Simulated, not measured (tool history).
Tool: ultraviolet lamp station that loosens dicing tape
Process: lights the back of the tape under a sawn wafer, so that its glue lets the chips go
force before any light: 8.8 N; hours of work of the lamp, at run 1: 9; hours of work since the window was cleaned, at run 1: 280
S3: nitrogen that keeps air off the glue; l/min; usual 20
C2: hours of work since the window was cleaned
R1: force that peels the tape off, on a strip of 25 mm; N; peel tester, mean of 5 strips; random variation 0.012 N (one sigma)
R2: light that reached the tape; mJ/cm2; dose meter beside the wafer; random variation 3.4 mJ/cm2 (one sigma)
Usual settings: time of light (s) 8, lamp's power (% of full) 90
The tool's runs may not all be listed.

Run 1, day 0: usual settings; hours of work of the lamp 9; C2 280. Result: R1 0.632 N, R2 507 mJ/cm2.
Run 2, day 0.375: usual settings; hours of work of the lamp 16; C2 286. Result: R1 0.626 N, R2 504 mJ/cm2.
Run 3, day 0.808: usual settings but S3 12 l/min; hours of work of the lamp 23; C2 294. Result: R1 0.962 N, R2 495 mJ/cm2.
Run 4, day 1.308: usual settings but S3 12 l/min; hours of work of the lamp 32; C2 303. Result: R1 0.961 N, R2 500 mJ/cm2.
Run 5, day 1.546: usual settings but S3 12 l/min; hours of work of the lamp 36; C2 307. Result: R1 0.983 N, R2 502 mJ/cm2.
Run 6, day 1.967: usual settings but S3 12 l/min; hours of work of the lamp 43; C2 314. Result: R1 0.961 N, R2 498 mJ/cm2.
Run 7, day 2.325: usual settings but S3 7 l/min; hours of work of the lamp 50; C2 320. Result: R1 1.445 N, R2 492 mJ/cm2.
Run 8, day 2.725: usual settings but S3 15 l/min; hours of work of the lamp 57; C2 327. Result: R1 0.799 N, R2 494 mJ/cm2.
Run 9, day 3.142: usual settings but time of light (s) 12, lamp's power (% of full) 86, S3 15 l/min; hours of work of the lamp 64; C2 335. Result: R1 0.429 N, R2 712 mJ/cm2.
Run 10, day 3.517: usual settings but time of light (s) 5, lamp's power (% of full) 68, S3 19 l/min; hours of work of the lamp 70; C2 341. Result: R1 2.402 N, R2 233 mJ/cm2.
Run 11, day 3.954: usual settings but lamp's power (% of full) 66, S3 11 l/min; hours of work of the lamp 78; C2 349. Result: R1 1.71 N, R2 359 mJ/cm2.

The same runs without the tool's hidden state, with the same run-to-run variation:
The hidden state here: lamp's light, % of a new lamp's; light that the window lets through, % of a clean one's; drift of the gauge itself on peel_n, %; drift of the gauge itself on dose_mj_cm2, %.
run     R1   R2
  1  0.562  538
  2  0.553  537
  3  0.847  530
  4  0.841  537
  5  0.856  540
  6  0.832  537
  7  1.267  533
  8  0.682  536
  9  0.374  775
 10  2.143  254
 11  1.486  393
